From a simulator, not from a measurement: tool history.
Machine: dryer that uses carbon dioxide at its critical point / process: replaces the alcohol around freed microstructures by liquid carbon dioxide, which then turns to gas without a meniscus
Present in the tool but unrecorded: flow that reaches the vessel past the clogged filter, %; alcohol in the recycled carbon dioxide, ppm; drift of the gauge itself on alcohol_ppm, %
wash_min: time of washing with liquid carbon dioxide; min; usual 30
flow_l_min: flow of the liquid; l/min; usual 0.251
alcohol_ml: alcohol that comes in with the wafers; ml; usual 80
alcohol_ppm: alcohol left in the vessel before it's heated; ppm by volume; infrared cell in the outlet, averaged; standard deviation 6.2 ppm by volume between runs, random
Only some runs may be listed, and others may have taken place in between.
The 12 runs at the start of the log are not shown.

run,hour,wash_min,flow_l_min,alcohol_ml,hours of work since the filter was changed,hours of work since the purifier's bed was changed,alcohol_ppm
13,275.5,30,0.251,80,293,727,318
14,306.7,30,0.251,80,312,747,332
15,334.4,30,0.251,80,329,764,354
16,362.7,30,0.251,80,347,781,355
17,388.9,30,0.251,32,363,798,160
18,424.8,19,0.251,80,385,820,2511
19,454.5,19,0.251,80,404,838,2587
20,476.4,30,0.251,80,417,852,358
21,493.6,31,0.251,80,428,863,319
22,512.8,30,0.251,80,440,874,368
# hour 542.9: inlet filter changed
23,548.7,30,0.251,80,4,896,286
24,573.5,20,0.411,47,19,911,124
25,600.9,30,0.410,109,36,928,49
# hour 623.5: purifier's bed changed
26,639.1,30,0.410,109,58,10,4
27,675.1,24,0.153,24,80,32,1468
28,698.9,24,0.153,24,95,47,1468
29,726.8,28,0.361,38,112,64,17

The next listed run, before its measurement:
30,744.1,34,0.251,80,123,75,?

{"run 30": {"alcohol_ppm": 127}}
Had the tool carried no hidden state, the very same run would have given alcohol_ppm 111 ppm by volume.
